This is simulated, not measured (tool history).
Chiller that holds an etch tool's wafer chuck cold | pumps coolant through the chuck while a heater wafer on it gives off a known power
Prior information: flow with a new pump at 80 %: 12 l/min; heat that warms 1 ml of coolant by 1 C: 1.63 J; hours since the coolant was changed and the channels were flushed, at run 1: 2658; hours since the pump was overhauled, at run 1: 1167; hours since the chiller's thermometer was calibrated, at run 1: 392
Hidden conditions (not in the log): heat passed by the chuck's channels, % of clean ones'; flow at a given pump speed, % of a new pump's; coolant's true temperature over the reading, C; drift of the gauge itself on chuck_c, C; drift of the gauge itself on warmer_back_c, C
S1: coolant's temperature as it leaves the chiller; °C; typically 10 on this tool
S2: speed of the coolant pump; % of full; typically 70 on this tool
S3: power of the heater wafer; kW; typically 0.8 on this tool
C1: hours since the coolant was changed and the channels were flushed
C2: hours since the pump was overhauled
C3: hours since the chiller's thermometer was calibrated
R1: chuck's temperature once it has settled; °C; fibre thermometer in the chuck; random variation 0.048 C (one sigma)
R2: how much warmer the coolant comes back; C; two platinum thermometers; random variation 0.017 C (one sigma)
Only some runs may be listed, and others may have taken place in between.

Run 1, hour 0: usual settings; C1 2658; C2 1167; C3 392. Result: R1 15.57 °C, R2 2.84 C.
Run 2, hour 47.8: usual settings but S2 73 % of full; C1 2706; C2 1215; C3 440. Result: R1 15.33 °C, R2 2.69 C.
Run 3, hour 114.8: usual settings; C1 2773; C2 1282; C3 507. Result: R1 15.57 °C, R2 2.81 C.
Run 4, hour 170.3: usual settings but S1 9 °C; C1 2828; C2 1338; C3 562. Result: R1 14.54 °C, R2 2.79 C.
Run 5, hour 221.1: usual settings but S1 9 °C; C1 2879; C2 1388; C3 613. Result: R1 14.46 °C, R2 2.82 C.
Run 6, hour 290.2: usual settings but S1 9 °C; C1 2948; C2 1458; C3 682. Result: R1 14.51 °C, R2 2.8 C.
Run 7, hour 349.2: usual settings but S1 9 °C; C1 3007; C2 1517; C3 741. Result: R1 14.49 °C, R2 2.81 C.
Run 8, hour 392.7: usual settings but S1 20 °C; C1 3051; C2 1560; C3 784. Result: R1 25.49 °C, R2 2.83 C.
Run 9, hour 443.7: usual settings but S1 20 °C; C1 3102; C2 1611; C3 835. Result: R1 25.53 °C, R2 2.8 C.
Run 10, hour 490.6: usual settings but S1 20 °C; C1 3149; C2 1658; C3 882. Result: R1 25.58 °C, R2 2.77 C.
Run 11, hour 554.5: usual settings but S1 20 °C; C1 3213; C2 1722; C3 946. Result: R1 25.5 °C, R2 2.8 C.
Run 12, hour 594.1: usual settings but S1 17 °C, S2 63 % of full, S3 0.816 kW; C1 3252; C2 1762; C3 986. Result: R1 23.14 °C, R2 3.18 C.
Run 13, hour 653.4: usual settings but S1 17 °C, S2 79 % of full, S3 0.615 kW; C1 3311; C2 1821; C3 1045. Result: R1 21.01 °C, R2 1.92 C.
Run 14, hour 687.2: usual settings but S1 9 °C, S2 71 % of full, S3 0.466 kW; C1 3345; C2 1855; C3 1079. Result: R1 12.14 °C, R2 1.61 C.
Run 15, hour 719: usual settings but S1 9 °C, S2 71 % of full, S3 0.466 kW; C1 3377; C2 1886; C3 1111. Result: R1 12.25 °C, R2 1.63 C.
Run 16, hour 777.6: usual settings but S1 0 °C, S2 81 % of full; C1 3436; C2 1945; C3 1169. Result: R1 5.04 °C, R2 2.42 C.
Run 17, hour 844.4: usual settings but S1 0 °C, S2 81 % of full; C1 3502; C2 2012; C3 1236. Result: R1 5.07 °C, R2 2.43 C.
Run 18, hour 897.1: usual settings but S1 0 °C, S2 81 % of full; C1 3555; C2 2064; C3 1289. Result: R1 5.16 °C, R2 2.42 C.
Run 19, hour 958.7: usual settings but S2 81 % of full, S3 1.188 kW; C1 3617; C2 2126; C3 1350. Result: R1 17.54 °C, R2 3.61 C.

Predict each of these 4 candidate next runs independently; none follows another, all start after run 19:
Run A, hour 1017.4: usual settings but S2 88 % of full, S3 1.188 kW; C1 3675; C2 2185; C3 1409. Result: R1 ?, R2 ?.
Run B, hour 1017.4: usual settings but S2 76 % of full, S3 0.907 kW; C1 3675; C2 2185; C3 1409. Result: R1 ?, R2 ?.
Run C, hour 1017.4: usual settings but S1 1 °C, S2 93 % of full, S3 0.873 kW; C1 3675; C2 2185; C3 1409. Result: R1 ?, R2 ?.
Run D, hour 1017.4: usual settings but S1 19 °C, S2 77 % of full, S3 0.45 kW; C1 3675; C2 2185; C3 1409. Result: R1 ?, R2 ?.

run     R1    R2
  A  17.09  3.31
  B  15.92  2.93
  C   6.13  2.31
  D   21.9  1.43
With no hidden state in the tool, these same runs would have given:
run     R1    R2
  A  17.08  3.31
  B  15.91  2.92
  C   6.13   2.3
  D   21.9  1.43
